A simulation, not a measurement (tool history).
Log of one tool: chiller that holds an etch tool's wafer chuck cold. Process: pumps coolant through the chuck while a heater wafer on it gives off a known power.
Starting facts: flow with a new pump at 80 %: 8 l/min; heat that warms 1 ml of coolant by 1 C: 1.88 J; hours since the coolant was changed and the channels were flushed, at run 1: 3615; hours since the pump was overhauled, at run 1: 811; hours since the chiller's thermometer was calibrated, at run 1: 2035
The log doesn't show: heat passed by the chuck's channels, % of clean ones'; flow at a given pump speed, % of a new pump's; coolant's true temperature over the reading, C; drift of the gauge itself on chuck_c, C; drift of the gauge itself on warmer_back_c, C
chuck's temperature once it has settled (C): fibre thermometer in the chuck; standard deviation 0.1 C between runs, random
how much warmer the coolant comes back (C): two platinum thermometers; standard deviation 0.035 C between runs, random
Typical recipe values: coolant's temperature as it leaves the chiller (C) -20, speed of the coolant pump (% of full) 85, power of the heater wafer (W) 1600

run   hour  coolant's temperature as it leaves the chiller (C)  speed of the coolant pump (% of full)  power of the heater wafer (W)  hours since the coolant was changed and the channels were flushed  hours since the pump was overhauled  hours since the chiller's thermometer was calibrated  chuck's temperature once it has settled (C)  how much warmer the coolant comes back (C)
  1      0                                                 -20                                     85                           1600                                                               3615                                  811                                                  2035                                          1.3                                        6.12
  2   20.7                                                 -20                                     85                           1600                                                               3636                                  832                                                  2056                                          1.4                                        6.09
  3   41.5                                                 -27                                     85                           1600                                                               3657                                  853                                                  2077                                         -5.7                                        6.15
  4   61.2                                                 -27                                     85                           1600                                                               3677                                  873                                                  2096                                         -5.7                                        6.04
  5   99.9                                                 -27                                     85                           1600                                                               3715                                  911                                                  2135                                         -5.5                                        6.11
  6    125                                                 -27                                     85                           1600                                                               3740                                  937                                                  2160                                         -5.5                                        6.14
  7  168.2                                                 -27                                     85                           1600                                                               3784                                  980                                                  2203                                         -5.5                                        6.13
  8  192.1                                                 -27                                     85                           1600                                                               3807                                 1004                                                  2227                                         -5.5                                        6.09
  9  212.7                                                 -27                                     85                           1600                                                               3828                                 1024                                                  2248                                         -5.4                                        6.13
 10  254.2                                                 -27                                     85                           1600                                                               3870                                 1066                                                  2289                                         -5.3                                        6.16
 11  273.9                                                 -20                                     85                           1600                                                               3889                                 1085                                                  2309                                          1.5                                        6.13
 12  312.6                                                 -20                                     75                           1600                                                               3928                                 1124                                                  2348                                          3.8                                        6.89
 13  337.5                                                 -20                                     75                           1600                                                               3953                                 1149                                                  2373                                          3.8                                        6.93
 14  357.3                                                 -20                                     75                           1600                                                               3973                                 1169                                                  2393                                          3.9                                        6.92
 15  394.7                                                 -20                                     85                           1600                                                               4010                                 1206                                                  2430                                          1.5                                        6.17
 16  432.7                                                 -13                                     85                           1600                                                               4048                                 1244                                                  2468                                          8.7                                        6.15
 17  476.8                                                 -13                                     85                           1600                                                               4092                                 1288                                                  2512                                          8.5                                         6.2
 18  524.2                                                 -13                                     78                           1600                                                               4140                                 1336                                                  2559                                         10.3                                        6.73
 19  550.6                                                 -13                                     78                           1600                                                               4166                                 1362                                                  2586                                         10.4                                        6.63
 20  594.2                                                 -16                                     64                           1689                                                               4210                                 1406                                                  2629                                         13.1                                        8.58
 21  635.1                                                 -27                                     76                           1600                                                               4250                                 1447                                                  2670                                         -3.2                                        6.92
 22  668.8                                                 -24                                     70                           1898                                                               4284                                 1480                                                  2704                                          6.4                                        8.85
 23  707.5                                                 -13                                     74                           1226                                                               4323                                 1519                                                  2743                                          5.7                                        5.43
 24  734.3                                                 -13                                     74                           1226                                                               4350                                 1546                                                  2770                                          5.7                                        5.41
 25  759.8                                                 -14                                     69                           1226                                                               4375                                 1571                                                  2795                                          5.7                                         5.8
 26  791.8                                                 -12                                     86                           1122                                                               4407                                 1603                                                  2827                                          3.3                                         4.3
 27  815.4                                                 -22                                     86                            802                                                               4431                                 1627                                                  2851                                          -11                                         3.1

3 options for the next run, each taken on its own from the tool as it stands now. Forecast them:
  A  860.8                                                 -20                                     93                           1600                                                               4476                                 1672                                                  2896                                            ?                                           ?
  B  860.8                                                 -20                                     85                           2214                                                               4476                                 1672                                                  2896                                            ?                                           ?
  C  860.8                                                 -22                                     86                           1567                                                               4476                                 1672                                                  2896                                            ?                                           ?

run  chuck's temperature once it has settled (C)  how much warmer the coolant comes back (C)
  A                                          0.4                                        5.65
  B                                         10.2                                         8.6
  C                                         -0.6                                        6.04
Without the tool's hidden state the same runs would have given:
run  chuck's temperature once it has settled (C)  how much warmer the coolant comes back (C)
  A                                         -1.8                                        5.48
  B                                            7                                        8.34
  C                                         -2.9                                        5.85
